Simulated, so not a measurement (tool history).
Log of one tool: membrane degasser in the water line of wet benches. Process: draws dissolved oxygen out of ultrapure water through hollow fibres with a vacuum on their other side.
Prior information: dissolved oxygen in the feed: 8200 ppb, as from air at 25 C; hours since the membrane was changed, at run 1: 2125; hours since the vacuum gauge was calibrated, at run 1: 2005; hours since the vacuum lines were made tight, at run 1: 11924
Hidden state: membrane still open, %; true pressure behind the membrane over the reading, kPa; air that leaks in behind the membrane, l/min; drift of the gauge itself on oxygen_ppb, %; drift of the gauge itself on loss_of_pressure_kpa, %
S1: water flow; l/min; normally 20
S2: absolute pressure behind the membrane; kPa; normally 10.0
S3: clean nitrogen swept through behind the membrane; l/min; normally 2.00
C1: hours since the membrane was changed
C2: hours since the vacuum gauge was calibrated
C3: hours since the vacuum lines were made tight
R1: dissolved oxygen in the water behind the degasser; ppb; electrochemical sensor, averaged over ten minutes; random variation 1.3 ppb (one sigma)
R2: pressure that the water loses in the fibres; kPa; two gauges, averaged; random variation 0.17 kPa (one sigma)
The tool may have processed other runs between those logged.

run 1 hour=0.0 | S1=20 S2=10.0 S3=2.00 | C1=2125 C2=2005 C3=11924 | R1=177.5 R2=26.07
run 2 hour=41.0 | S1=20 S2=10.0 S3=2.00 | C1=2166 C2=2046 C3=11965 | R1=176.7 R2=25.94
run 3 hour=115.2 | S1=20 S2=10.0 S3=2.00 | C1=2240 C2=2120 C3=12039 | R1=175.3 R2=25.66
run 4 hour=163.6 | S1=20 S2=10.0 S3=2.00 | C1=2288 C2=2168 C3=12088 | R1=176.1 R2=25.81
run 5 hour=251.8 | S1=20 S2=10.0 S3=2.00 | C1=2376 C2=2257 C3=12176 | R1=174.4 R2=25.87
run 6 hour=305.6 | S1=20 S2=10.0 S3=2.00 | C1=2430 C2=2310 C3=12230 | R1=178.4 R2=26.09
run 7 hour=375.6 | S1=20 S2=20.4 S3=2.00 | C1=2500 C2=2380 C3=12300 | R1=415.9 R2=25.83
run 8 hour=419.3 | S1=20 S2=10.0 S3=2.00 | C1=2544 C2=2424 C3=12344 | R1=178.4 R2=26.14
run 9 hour=491.0 | S1=20 S2=10.0 S3=2.00 | C1=2616 C2=2496 C3=12415 | R1=175.0 R2=25.99
run 10 hour=580.3 | S1=20 S2=10.0 S3=2.00 | C1=2705 C2=2585 C3=12505 | R1=175.4 R2=25.70
run 11 hour=640.1 | S1=20 S2=10.0 S3=2.00 | C1=2765 C2=2645 C3=12564 | R1=175.6 R2=26.02
-- hour=648.0 vacuum gauge calibrated
run 12 hour=724.4 | S1=20 S2=10.0 S3=2.00 | C1=2848 C2=76 C3=12648 | R1=178.4 R2=26.12
run 13 hour=791.9 | S1=20 S2=10.0 S3=2.00 | C1=2916 C2=144 C3=12716 | R1=177.3 R2=25.70
run 14 hour=845.8 | S1=20 S2=9.0 S3=2.00 | C1=2970 C2=198 C3=12770 | R1=154.1 R2=26.17
run 15 hour=893.8 | S1=20 S2=10.0 S3=2.00 | C1=3018 C2=246 C3=12818 | R1=178.8 R2=25.84
-- hour=960.0 vacuum gauge calibrated, once more
run 16 hour=978.8 | S1=20 S2=10.0 S3=2.00 | C1=3102 C2=19 C3=12902 | R1=175.0 R2=25.88
run 17 hour=1068.6 | S1=20 S2=10.0 S3=2.00 | C1=3192 C2=109 C3=12992 | R1=172.2 R2=25.86
run 18 hour=1109.5 | S1=18 S2=10.0 S3=2.51 | C1=3233 C2=150 C3=13033 | R1=127.6 R2=23.15
run 19 hour=1198.5 | S1=28 S2=10.0 S3=2.00 | C1=3322 C2=239 C3=13122 | R1=247.6 R2=36.12
run 20 hour=1258.8 | S1=28 S2=10.0 S3=2.00 | C1=3382 C2=299 C3=13182 | R1=248.7 R2=36.43
run 21 hour=1342.6 | S1=20 S2=15.1 S3=5.52 | C1=3466 C2=383 C3=13266 | R1=119.1 R2=25.97
run 22 hour=1414.4 | S1=20 S2=15.1 S3=5.52 | C1=3538 C2=454 C3=13338 | R1=118.7 R2=25.78
run 23 hour=1486.1 | S1=22 S2=15.1 S3=1.74 | C1=3610 C2=526 C3=13409 | R1=363.6 R2=28.46
run 24 hour=1532.5 | S1=22 S2=15.1 S3=1.74 | C1=3656 C2=573 C3=13456 | R1=359.4 R2=28.57
run 25 hour=1614.8 | S1=14 S2=6.3 S3=1.74 | C1=3738 C2=655 C3=13538 | R1=65.7 R2=18.23
run 26 hour=1679.4 | S1=14 S2=9.2 S3=1.74 | C1=3803 C2=719 C3=13603 | R1=122.3 R2=18.24
-- hour=1691.9 seals of the vacuum lines changed
run 27 hour=1730.8 | S1=14 S2=9.2 S3=1.74 | C1=3852 C2=769 C3=39 | R1=115.6 R2=18.24
run 28 hour=1810.7 | S1=14 S2=9.2 S3=1.74 | C1=3932 C2=849 C3=119 | R1=115.1 R2=18.14
run 29 hour=1889.8 | S1=30 S2=13.3 S3=1.65 | C1=4011 C2=928 C3=198 | R1=434.6 R2=38.89
run 30 hour=1934.8 | S1=20 S2=24.7 S3=2.93 | C1=4056 C2=973 C3=243 | R1=346.5 R2=26.10
run 31 hour=1998.4 | S1=15 S2=10.5 S3=1.44 | C1=4120 C2=1036 C3=307 | R1=179.0 R2=19.56

Difference, measured minus no-hidden-state, one row per run. Run-to-run variation is common to both terms; the gauge's own scatter need not be:
run=1 R1=+8.5 R2=+0.18
run=2 R1=+8.6 R2=+0.17
run=3 R1=+8.6 R2=+0.18
run=4 R1=+8.7 R2=+0.18
run=5 R1=+8.8 R2=+0.19
run=6 R1=+9.1 R2=+0.19
run=7 R1=+17.1 R2=+0.20
run=8 R1=+9.3 R2=+0.21
run=9 R1=+9.2 R2=+0.21
run=10 R1=+9.4 R2=+0.22
run=11 R1=+9.5 R2=+0.23
run=12 R1=+10.8 R2=+0.23
run=13 R1=+10.9 R2=+0.24
run=14 R1=+10.2 R2=+0.25
run=15 R1=+11.1 R2=+0.25
run=16 R1=+5.7 R2=+0.26
run=17 R1=+5.8 R2=+0.26
run=18 R1=+5.3 R2=+0.24
run=19 R1=+6.1 R2=+0.39
run=20 R1=+6.2 R2=+0.40
run=21 R1=+5.6 R2=+0.29
run=22 R1=+5.5 R2=+0.29
run=23 R1=+11.5 R2=+0.34
run=24 R1=+11.5 R2=+0.34
run=25 R1=+3.7 R2=+0.22
run=26 R1=+6.9 R2=+0.22
run=27 R1=+0.3 R2=+0.23
run=28 R1=+0.4 R2=+0.23
run=29 R1=+3.2 R2=+0.51
run=30 R1=+1.3 R2=+0.34
run=31 R1=+0.9 R2=+0.26
